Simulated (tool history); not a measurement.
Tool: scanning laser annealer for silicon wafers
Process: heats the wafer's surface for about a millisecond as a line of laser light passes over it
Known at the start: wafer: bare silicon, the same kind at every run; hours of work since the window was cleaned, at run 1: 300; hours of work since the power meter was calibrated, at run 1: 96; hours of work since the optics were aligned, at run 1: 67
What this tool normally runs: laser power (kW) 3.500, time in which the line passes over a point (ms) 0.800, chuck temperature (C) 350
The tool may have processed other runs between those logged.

| run | hour | laser power (kW) | time in which the line passes over a point (ms) | chuck temperature (C) | hours of work since the window was cleaned | hours of work since the power meter was calibrated | hours of work since the optics were aligned | highest temperature of the surface (C) |
|---|---|---|---|---|---|---|---|---|
| 1 | 0.0 | 3.500 | 0.800 | 350 | 300 | 96 | 67 | 1033 |
| 2 | 10.9 | 3.500 | 0.800 | 350 | 305 | 101 | 71 | 1030 |
| 3 | 19.5 | 3.500 | 0.800 | 350 | 309 | 105 | 75 | 1030 |
| 4 | 28.0 | 3.500 | 0.951 | 350 | 312 | 108 | 79 | 1084 |
| 5 | 37.9 | 3.500 | 0.800 | 350 | 317 | 113 | 83 | 1029 |
| 6 | 48.7 | 3.848 | 0.800 | 350 | 322 | 118 | 88 | 1120 |
| 7 | 56.7 | 3.500 | 0.578 | 350 | 325 | 121 | 92 | 936 |
| 8 | 65.5 | 3.500 | 0.578 | 350 | 329 | 125 | 95 | 936 |
| 9 | 73.5 | 3.500 | 0.899 | 350 | 332 | 128 | 99 | 1064 |
| 10 | 84.0 | 3.500 | 0.899 | 350 | 337 | 133 | 104 | 1064 |
| 11 | 98.0 | 3.500 | 0.645 | 350 | 343 | 139 | 110 | 962 |
| 12 | 106.7 | 3.500 | 0.645 | 350 | 347 | 143 | 113 | 967 |
| 13 | 113.2 | 3.500 | 0.800 | 350 | 350 | 146 | 116 | 1024 |
| 14 | 120.2 | 3.500 | 0.800 | 350 | 353 | 149 | 119 | 1026 |
| 15 | 128.4 | 3.500 | 0.800 | 350 | 357 | 153 | 123 | 1029 |
| 16 | 138.2 | 3.500 | 0.800 | 317 | 361 | 157 | 127 | 994 |
| 17 | 153.0 | 3.500 | 0.800 | 355 | 367 | 163 | 134 | 1030 |
| 18 | 159.7 | 3.357 | 0.624 | 348 | 370 | 166 | 137 | 916 |
| 19 | 171.4 | 3.542 | 0.624 | 315 | 375 | 171 | 142 | 929 |
| 20 | 183.1 | 3.542 | 0.587 | 315 | 381 | 177 | 147 | 913 |
| 21 | 192.0 | 3.518 | 0.785 | 375 | 384 | 181 | 151 | 1045 |
| 22 | 203.3 | 3.518 | 0.604 | 352 | 389 | 185 | 156 | 950 |
| 23 | 215.6 | 3.518 | 0.604 | 378 | 395 | 191 | 161 | 971 |
| 24 | 228.5 | 3.500 | 0.593 | 350 | 401 | 197 | 167 | 937 |
| 25 | 234.7 | 3.500 | 0.593 | 350 | 403 | 199 | 170 | 936 |
| 26 | 244.0 | 3.685 | 0.858 | 350 | 407 | 203 | 174 | 1093 |
| 27 | 258.3 | 3.298 | 0.800 | 350 | 414 | 210 | 180 | 968 |
| 28 | 273.4 | 3.016 | 0.861 | 365 | 420 | 216 | 187 | 929 |
| 29 | 282.6 | 3.347 | 0.784 | 368 | 424 | 220 | 191 | 993 |
| 30 | 289.9 | 3.290 | 0.574 | 313 | 428 | 224 | 194 | 845 |
| 31 | 298.3 | 3.523 | 0.606 | 374 | 431 | 227 | 198 | 971 |
| 32 | 309.8 | 3.086 | 0.572 | 371 | 436 | 232 | 203 | 858 |
| 33 | 321.0 | 3.500 | 0.800 | 386 | 441 | 237 | 208 | 1054 |

Forecast each of these 4 alternatives for the next run:
| A | 335.2 | 3.287 | 0.978 | 350 | 447 | 243 | 214 | ? |
| B | 335.2 | 3.104 | 0.800 | 350 | 447 | 243 | 214 | ? |
| C | 335.2 | 3.841 | 0.867 | 350 | 447 | 243 | 214 | ? |
| D | 335.2 | 3.385 | 0.939 | 375 | 447 | 243 | 214 | ? |

| run | highest temperature of the surface (C) |
|---|---|
| A | 1025 |
| B | 916 |
| C | 1132 |
| D | 1062 |
The same runs, with their run-to-run variation unchanged, on a tool lacking any hidden condition would have given:
| run | highest temperature of the surface (C) |
|---|---|
| A | 1064 |
| B | 950 |
| C | 1178 |
| D | 1102 |
